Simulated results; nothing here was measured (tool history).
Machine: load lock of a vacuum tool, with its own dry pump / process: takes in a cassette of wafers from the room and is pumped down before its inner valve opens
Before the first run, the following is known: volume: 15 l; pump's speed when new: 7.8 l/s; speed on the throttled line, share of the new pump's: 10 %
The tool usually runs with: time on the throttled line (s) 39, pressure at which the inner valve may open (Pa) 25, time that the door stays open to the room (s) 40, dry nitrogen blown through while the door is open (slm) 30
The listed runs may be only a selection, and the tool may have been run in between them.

run	hour	time on the throttled line (s)	pressure at which the inner valve may open (Pa)	time that the door stays open to the room (s)	dry nitrogen blown through while the door is open (slm)	incoming humidity of the room's air, %	time from the closed door until the inner valve may open (s)	rise of the pressure with all valves shut (Pa/min)
1	0	39	25	40	30	44.7	52	0.252
2	104.2	39	25	40	30	45.8	51.7	0.251
3	253.2	39	25	40	31	39.5	51.7	0.261
4	327.1	42	25	40	30	44.1	54.4	0.262
5	446	39	25	38	30	50.7	52	0.267
6	585.8	39	22	38	30	44.6	52	0.286
7	711.3	39	22	38	30	46.3	52	0.289
8	779	39	22	38	30	43.2	52.3	0.296
9	880.8	39	22	76	30	49.7	52	0.297
10	984.5	39	22	76	30	44.1	52.2	0.298
11	1088.6	39	22	76	30	45.3	52.1	0.308
12	1192.2	36	25	28	30	48.6	49.2	0.308
13	1329.2	39	35	32	30	42.9	51.1	0.313
14	1420.2	35	35	32	30	44.5	47.5	0.318
15	1566.6	22	35	32	7	43.6	35.9	0.351
16	1715.6	22	35	32	7	42.3	35.9	0.368
17	1839	66	35	106	7	47.5	75.6	0.408
18	1933.6	66	35	106	7	45.5	75.5	0.404
19	2019.2	39	25	40	21	42.6	52.1	0.367
20	2168.8	69	34	176	24	43.5	78.6	0.385

Consider 3 possible next runs. They are alternatives, not a sequence: every one starts from the tool as it was left by run 20. What does each give?
A	2311.7	69	21	112	28	44.5	?	?
B	2311.7	38	25	40	30	45.5	?	?
C	2311.7	27	25	80	30	44.6	?	?

run	time from the closed door until the inner valve may open (s)	rise of the pressure with all valves shut (Pa/min)
A	79.3	0.388
B	51.1	0.366
C	41.3	0.382
Without the tool's hidden state the same runs would have given:
run	time from the closed door until the inner valve may open (s)	rise of the pressure with all valves shut (Pa/min)
A	78.6	0.043
B	50.3	0.028
C	40.4	0.037

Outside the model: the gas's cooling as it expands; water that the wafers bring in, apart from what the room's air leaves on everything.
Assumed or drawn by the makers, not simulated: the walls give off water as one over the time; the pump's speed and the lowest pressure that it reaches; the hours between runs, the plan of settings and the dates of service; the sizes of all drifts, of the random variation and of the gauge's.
